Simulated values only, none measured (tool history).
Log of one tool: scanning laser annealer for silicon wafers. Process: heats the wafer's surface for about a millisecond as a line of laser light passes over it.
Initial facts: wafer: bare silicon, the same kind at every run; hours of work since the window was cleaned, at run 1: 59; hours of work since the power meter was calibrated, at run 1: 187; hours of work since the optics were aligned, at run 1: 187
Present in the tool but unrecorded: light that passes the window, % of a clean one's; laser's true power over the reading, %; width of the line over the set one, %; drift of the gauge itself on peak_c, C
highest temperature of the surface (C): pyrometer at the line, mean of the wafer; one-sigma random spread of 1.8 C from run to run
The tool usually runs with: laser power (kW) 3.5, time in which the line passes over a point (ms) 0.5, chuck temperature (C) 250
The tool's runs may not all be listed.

run   hour  laser power (kW)  time in which the line passes over a point (ms)  chuck temperature (C)  hours of work since the window was cleaned  hours of work since the power meter was calibrated  hours of work since the optics were aligned  highest temperature of the surface (C)
  1      0               3.5                                              0.5                    250                                          59                                                 187                                          187                                    1076
  2    6.3               3.5                                              0.5                    234                                          63                                                 190                                          190                                    1057
  3   15.9               3.5                                              0.5                    234                                          68                                                 196                                          196                                    1062
  4   27.8               3.5                                            0.449                    250                                          75                                                 202                                          202                                    1025
  5   38.7               3.5                                            0.596                    250                                          81                                                 208                                          208                                    1151
  6   52.1               3.5                                              0.5                    250                                          88                                                 216                                          216                                    1073
  7     64               3.5                                              0.5                    250                                          95                                                 222                                          222                                    1073
  8   71.7               3.5                                              0.5                    250                                          99                                                 227                                          227                                    1075
  9   85.3              3.41                                              0.5                    250                                         107                                                 234                                          234                                    1050
 10   92.1              3.41                                              0.5                    250                                         111                                                 238                                          238                                    1054
 11  102.1              3.41                                              0.5                    250                                         116                                                 244                                          244                                    1056
 12  115.8               3.5                                              0.5                    279                                         124                                                 251                                          251                                    1098
 13  122.4               3.5                                              0.5                    250                                         127                                                 255                                          255                                    1073
 14  128.3               3.5                                            0.375                    250                                         131                                                 258                                          258                                     953
 15  140.7               3.5                                            0.375                    250                                         138                                                 265                                          265                                     956
 16  154.1               3.5                                             0.45                    250                                         145                                                 272                                          272                                    1023
 17  164.5               3.5                                             0.45                    250                                         151                                                 278                                          278                                    1028
 18  178.8               3.5                                             0.45                    250                                         159                                                 286                                          286                                    1025
 19  192.1               3.5                                              0.5                    285                                         166                                                 294                                          294                                    1106
 20  198.7               3.5                                            0.577                    285                                         170                                                 297                                          297                                    1171
 21  210.4               3.5                                            0.577                    285                                         176                                                 304                                          304                                    1169
 22  220.9               3.5                                            0.577                    285                                         182                                                 310                                          310                                    1171
 23  233.3               3.5                                            0.549                    228                                         189                                                 316                                          316                                    1086
 24  241.4               3.5                                            0.549                    228                                         193                                                 321                                          321                                    1089
 25  247.8               3.5                                            0.459                    267                                         197                                                 324                                          324                                    1051
 26  259.8               3.5                                             0.39                    250                                         204                                                 331                                          331                                     969
 27  266.3               3.5                                            0.619                    217                                         207                                                 335                                          335                                    1131
 28  272.3              3.05                                            0.617                    261                                         211                                                 338                                          338                                    1066
 29  285.6              3.05                                            0.617                    261                                         218                                                 346                                          346                                    1068
 30    298              3.05                                            0.617                    261                                         225                                                 352                                          352                                    1065
 31  312.1               3.5                                            0.476                    219                                         233                                                 360                                          360                                    1017
 32  324.1             3.298                                            0.476                    219                                         239                                                 367                                          367                                     971
 33  335.4             3.298                                            0.476                    219                                         246                                                 373                                          373                                     973
 34  346.5             3.298                                            0.365                    247                                         252                                                 379                                          379                                     899
 35  352.8             3.298                                            0.365                    247                                         255                                                 383                                          383                                     897
 36  366.5             3.835                                            0.615                    256                                         263                                                 390                                          390                                    1245
 37  379.5               3.5                                            0.562                    279                                         270                                                 398                                          398                                    1145
 38    393               3.5                                            0.451                    229                                         278                                                 405                                          405                                     998
 39  406.4               3.5                                            0.451                    229                                         285                                                 413                                          413                                    1002
 40  419.7               3.5                                            0.451                    229                                         293                                                 420                                          420                                    1001
 41  432.9             3.565                                            0.593                    235                                         300                                                 427                                          427                                    1140

For each run, the measured value with the value that run would have given without the tool's hidden condition subtracted. The run-to-run variation is shared by both, the gauge scatter possibly not:
run  highest temperature of the surface (C)
  1                                      -6
  2                                      -6
  3                                      -6
  4                                      -7
  5                                      -8
  6                                      -8
  7                                      -8
  8                                      -8
  9                                      -8
 10                                      -8
 11                                      -9
 12                                     -10
 13                                     -10
 14                                      -8
 15                                      -9
 16                                     -10
 17                                     -10
 18                                     -11
 19                                     -12
 20                                     -13
 21                                     -13
 22                                     -13
 23                                     -13
 24                                     -14
 25                                     -12
 26                                     -12
 27                                     -15
 28                                     -13
 29                                     -14
 30                                     -15
 31                                     -14
 32                                     -15
 33                                     -14
 34                                     -13
 35                                     -13
 36                                     -21
 37                                     -18
 38                                     -17
 39                                     -17
 40                                     -17
 41                                     -21
